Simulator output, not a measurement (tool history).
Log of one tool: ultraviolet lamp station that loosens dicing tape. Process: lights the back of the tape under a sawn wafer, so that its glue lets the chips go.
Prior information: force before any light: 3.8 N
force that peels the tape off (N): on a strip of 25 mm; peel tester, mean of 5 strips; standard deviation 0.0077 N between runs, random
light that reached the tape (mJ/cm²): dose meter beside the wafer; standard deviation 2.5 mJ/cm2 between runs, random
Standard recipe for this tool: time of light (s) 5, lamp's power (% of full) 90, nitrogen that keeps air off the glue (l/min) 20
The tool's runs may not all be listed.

run,hour,time of light (s),lamp's power (% of full),nitrogen that keeps air off the glue (l/min),force that peels the tape off (N),light that reached the tape (mJ/cm²)
1,0.0,5,90,20,0.328,277
2,8.4,5,90,12,0.368,270
3,19.4,5,90,12,0.389,277
4,29.1,7,90,20,0.261,380
5,40.4,7,90,20,0.257,379
6,55.0,7,90,20,0.247,377
7,68.0,5,90,9,0.438,273
8,77.7,5,90,9,0.449,271
9,84.4,5,90,9,0.448,262
10,96.8,5,90,9,0.462,268
11,103.0,5,90,9,0.446,266
12,115.3,6,90,9,0.356,315
13,127.8,6,90,9,0.352,313
14,135.0,5,90,20,0.350,262
15,145.8,5,90,20,0.365,260
16,159.3,5,90,20,0.355,260
17,166.2,5,90,20,0.358,260
18,178.2,5,90,20,0.359,259
19,186.5,5,90,20,0.381,254
20,193.2,5,90,20,0.358,261
21,208.0,5,90,20,0.358,254
22,216.2,5,90,20,0.373,257
23,230.2,5,90,20,0.380,249
24,242.8,5,99,15,0.329,273
25,256.2,5,99,15,0.347,274
26,267.1,8,86,20,0.233,378
27,277.2,8,86,20,0.255,384
28,288.1,8,89,20,0.253,390
29,297.2,8,60,10,0.438,262
30,312.3,7,88,20,0.270,335
31,321.3,7,69,9,0.467,262
32,334.7,7,69,9,0.447,262
33,348.0,7,90,17,0.286,344
34,361.3,2,65,22,1.699,70
35,372.7,2,65,22,1.644,68
36,381.7,2,65,22,1.706,71
37,392.9,8,61,22,0.367,261
38,400.6,9,63,13,0.344,302
39,415.4,9,63,13,0.347,295
40,428.7,2,75,20,1.557,75
41,441.8,3,92,8,1.053,145
42,453.2,2,92,8,1.603,94
43,467.3,8,95,9,0.278,389

What if the next run were any one of these 3? Each begins from the tool's condition after run 43:
A,480.9,5,95,11,?,?
B,480.9,5,99,16,?,?
C,480.9,8,95,7,?,?

run,force that peels the tape off (N),light that reached the tape (mJ/cm²)
A,0.465,243
B,0.390,249
C,0.301,384
The same runs, with their run-to-run variation unchanged, on a tool lacking any hidden condition would have given:
run,force that peels the tape off (N),light that reached the tape (mJ/cm²)
A,0.318,330
B,0.279,338
C,0.243,522

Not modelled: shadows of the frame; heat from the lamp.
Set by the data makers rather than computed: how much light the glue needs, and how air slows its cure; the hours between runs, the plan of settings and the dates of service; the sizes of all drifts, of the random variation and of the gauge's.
